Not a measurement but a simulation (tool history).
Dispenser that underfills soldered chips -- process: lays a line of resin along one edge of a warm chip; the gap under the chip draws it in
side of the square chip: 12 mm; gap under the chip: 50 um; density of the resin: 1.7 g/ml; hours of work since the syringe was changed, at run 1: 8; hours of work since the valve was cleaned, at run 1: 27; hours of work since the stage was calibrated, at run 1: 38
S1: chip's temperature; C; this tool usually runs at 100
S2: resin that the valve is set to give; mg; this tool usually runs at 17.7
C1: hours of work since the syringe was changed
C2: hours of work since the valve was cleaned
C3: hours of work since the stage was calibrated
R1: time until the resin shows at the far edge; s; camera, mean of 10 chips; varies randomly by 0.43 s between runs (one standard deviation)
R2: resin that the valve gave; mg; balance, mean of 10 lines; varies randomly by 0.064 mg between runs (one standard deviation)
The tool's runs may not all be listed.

run,hour,S1,S2,C1,C2,C3,R1,R2
1,0.0,100,17.7,8,27,38,42.0,17.48
# hour 1.2: new syringe of resin
2,8.3,100,17.7,6,33,44,37.7,17.42
# hour 13.5: new syringe of resin
3,19.6,100,17.7,5,42,53,37.3,17.28
# hour 24.6: new syringe of resin
# hour 35.8: new syringe of resin
4,35.8,100,19.1,0,55,65,30.0,18.59
# hour 47.5: new syringe of resin
5,50.0,100,19.1,2,66,76,31.9,18.52
# hour 59.5: new syringe of resin
6,59.5,100,19.1,0,73,84,29.3,18.42
# hour 71.0: new syringe of resin
7,73.3,100,17.7,2,84,95,32.4,17.02
# hour 82.1: new syringe of resin
8,84.0,100,17.7,1,92,103,32.4,16.86
9,92.3,100,17.7,8,99,110,41.8,16.82
# hour 93.8: new syringe of resin
10,103.7,100,17.7,8,108,118,40.9,16.86
# hour 105.4: new syringe of resin
11,111.7,100,17.7,5,114,125,36.5,16.69
# hour 116.4: new syringe of resin
12,119.7,100,17.7,3,120,131,33.1,16.61
# hour 127.6: new syringe of resin
13,131.5,100,17.7,3,129,140,33.9,16.52
# hour 137.3: dispensing valve cleaned and set on the balance
# hour 140.1: new syringe of resin
14,146.2,100,17.7,5,7,151,35.9,17.62
# hour 152.1: new syringe of resin
15,153.2,100,17.7,1,12,156,30.3,17.56
16,162.4,100,17.7,8,20,163,40.3,17.47
# hour 163.6: new syringe of resin
17,169.6,100,17.7,5,25,169,35.7,17.42
# hour 174.8: new syringe of resin
18,177.1,100,17.7,2,31,175,31.3,17.44
# hour 187.1: new syringe of resin
19,189.2,97,17.7,2,40,184,35.1,17.39
# hour 199.1: new syringe of resin
20,201.3,113,19.8,2,50,193,21.0,19.24
# hour 211.5: new syringe of resin
21,211.8,91,18.1,0,58,202,39.4,17.57
# hour 223.0: new syringe of resin
22,223.0,91,18.1,0,67,210,39.5,17.53
23,231.2,87,18.9,7,73,217,58.8,18.31
# hour 234.5: new syringe of resin
24,240.1,87,18.9,4,80,224,54.3,18.20
# hour 246.1: new syringe of resin
25,249.9,97,20.3,3,88,231,35.5,19.37
# hour 257.6: new syringe of resin
26,264.7,87,19.6,6,99,243,54.8,18.78
# hour 268.8: new syringe of resin
27,274.8,87,19.6,5,107,251,52.7,18.53
# hour 280.7: new syringe of resin
28,286.1,104,19.6,4,116,259,29.8,18.38
# hour 292.3: new syringe of resin
29,300.5,104,19.6,7,127,271,33.8,18.38
# hour 304.0: new syringe of resin
# hour 308.8: dispensing valve cleaned and set on the balance
30,313.5,98,20.9,7,4,280,39.3,20.84

Here are 4 independent what-if runs from the current tool condition. What would each one return?
# hour 316.9: new syringe of resin
A,323.9,86,21.5,6,12,288,?,?
# hour 316.9: new syringe of resin
B,323.9,97,16.1,6,12,288,?,?
# hour 316.9: new syringe of resin
C,323.9,88,18.1,6,12,288,?,?
# hour 316.9: new syringe of resin
D,323.9,98,18.7,6,12,288,?,?

run,R1,R2
A,55.6,21.35
B,40.9,16.06
C,52.7,17.89
D,37.6,18.61
What these runs would have given with no unlogged condition in the tool:
run,R1,R2
A,47.4,21.51
B,34.6,16.18
C,44.8,18.03
D,31.9,18.76

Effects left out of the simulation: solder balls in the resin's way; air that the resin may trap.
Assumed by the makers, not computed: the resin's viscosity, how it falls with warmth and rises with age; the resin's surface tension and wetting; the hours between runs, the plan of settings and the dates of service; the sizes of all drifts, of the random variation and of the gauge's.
